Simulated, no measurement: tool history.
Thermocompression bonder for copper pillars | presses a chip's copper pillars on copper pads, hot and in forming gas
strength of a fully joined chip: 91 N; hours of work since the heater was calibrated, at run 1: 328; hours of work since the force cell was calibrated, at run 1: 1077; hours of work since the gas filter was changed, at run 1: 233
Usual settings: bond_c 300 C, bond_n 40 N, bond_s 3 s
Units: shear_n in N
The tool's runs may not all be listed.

run	hour	bond_c	bond_n	bond_s	hours of work since the heater was calibrated	hours of work since the force cell was calibrated	hours of work since the gas filter was changed	shear_n
1	0.0	300	40	3	328	1077	233	62.3
# hour 61.4: forming gas filter changed
2	71.0	300	40	3	358	1107	4	66.4
3	139.8	300	49	3	388	1136	33	69.7
4	190.2	300	40	3	409	1158	55	66.0
5	221.1	300	40	3	422	1171	68	65.9
6	287.5	328	40	3	451	1200	96	74.6
7	336.5	300	40	3	472	1220	117	64.9
8	392.5	300	40	3	495	1244	141	65.2
9	428.6	300	40	3	511	1260	157	64.8
10	498.6	300	40	3	541	1290	187	64.7
# hour 506.4: force cell calibrated
11	553.2	300	40	3	563	20	209	63.7
12	589.6	300	40	3	579	36	225	63.7
13	660.0	288	32	2	609	66	255	48.4
# hour 672.5: forming gas filter changed
14	699.6	289	40	3	626	82	12	63.3
15	743.7	281	40	3	645	101	30	60.3
16	776.4	281	40	3	659	115	44	60.2
17	820.1	321	40	3	677	134	63	73.6
# hour 841.9: heater calibrated with a thermocouple chip
18	872.1	321	40	3	13	155	84	69.5
19	906.9	278	40	2	28	170	99	47.0
# hour 929.0: force cell calibrated, once more
20	978.3	307	32	5	58	21	129	69.3
21	1050.9	271	31	3	89	52	160	46.9
22	1114.6	271	40	8	116	79	187	67.8

3 ways to go on from here, each from the tool as it stands after run 22. What would each give?
A	1174.7	271	40	8	141	105	213	?
B	1174.7	329	40	6	141	105	213	?
C	1174.7	327	40	3	141	105	213	?

run	shear_n
A	67.6
B	79.7
C	71.1
Without the tool's hidden state the same runs would have given:
run	shear_n
A	70.2
B	83.5
C	74.2

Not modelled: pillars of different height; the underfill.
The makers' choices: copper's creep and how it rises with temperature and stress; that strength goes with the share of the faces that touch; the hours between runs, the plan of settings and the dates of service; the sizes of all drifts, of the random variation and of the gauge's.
